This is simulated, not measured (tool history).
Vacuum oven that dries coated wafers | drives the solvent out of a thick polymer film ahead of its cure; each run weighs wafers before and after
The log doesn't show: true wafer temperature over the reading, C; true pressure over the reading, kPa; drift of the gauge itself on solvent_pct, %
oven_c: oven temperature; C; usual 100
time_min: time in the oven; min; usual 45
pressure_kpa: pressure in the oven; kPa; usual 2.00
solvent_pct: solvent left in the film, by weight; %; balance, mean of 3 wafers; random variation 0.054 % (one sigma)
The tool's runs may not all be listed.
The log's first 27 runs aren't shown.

run   hour  oven_c  time_min  pressure_kpa  hours of work since the thermocouples were calibrated  hours of work since the vacuum gauge was cleaned of residue  solvent_pct
 28  561.2     111        68          5.40                                                   1169                                                           93         3.34
 29  583.6     101        37          4.78                                                   1186                                                          110         5.20
     595.5  -- vacuum gauge cleaned of residue and calibrated, once more
 30  599.6     112        69          5.41                                                   1197                                                            3         2.96
 31  614.3     100        45          1.21                                                   1208                                                           14         1.80
 32  633.5     100        45          1.21                                                   1223                                                           29         1.84
 33  662.0     100        29          5.60                                                   1244                                                           50         6.25
 34  677.3     109        29          3.34                                                   1256                                                           61         2.69
 35  692.4     109        29          3.34                                                   1267                                                           73         2.78
 36  707.9     100        55          1.97                                                   1279                                                           84         2.10
 37  734.0      91        45          2.00                                                   1298                                                          104         4.42
 38  749.6     107        56          6.96                                                   1310                                                          116         4.72
 39  773.9     107        56          6.96                                                   1328                                                          134         4.65
 40  801.1     107        56          6.96                                                   1349                                                          155         4.78
 41  822.4     107        56          6.96                                                   1365                                                          171         4.64
 42  835.9     103        56          3.48                                                   1375                                                          181         2.88
 43  861.2     100        45          1.33                                                   1394                                                          200         2.10
     878.6  -- oven's thermocouples calibrated
 44  881.5     107        52          6.46                                                      2                                                          214         3.92
 45  903.9      99        65          3.94                                                     19                                                          230         3.35
 46  932.1      99        61          4.61                                                     40                                                          252         3.95
 47  958.0      90        26          4.13                                                     60                                                          271         7.53

What if the next run were any one of these 4? Each begins from the tool's condition after run 47:
  A  982.9     102        31          5.70                                                     78                                                          290            ?
  B  982.9      91        27          2.00                                                     78                                                          290            ?
  C  982.9     100        73          5.20                                                     78                                                          290            ?
  D  982.9      90        23          5.40                                                     78                                                          290            ?

run  solvent_pct
  A         4.97
  B         5.52
  C         4.11
  D         8.66
The same runs, with their run-to-run variation unchanged, on a tool lacking any hidden condition would have given:
run  solvent_pct
  A         4.79
  B         5.31
  C         3.94
  D         8.44
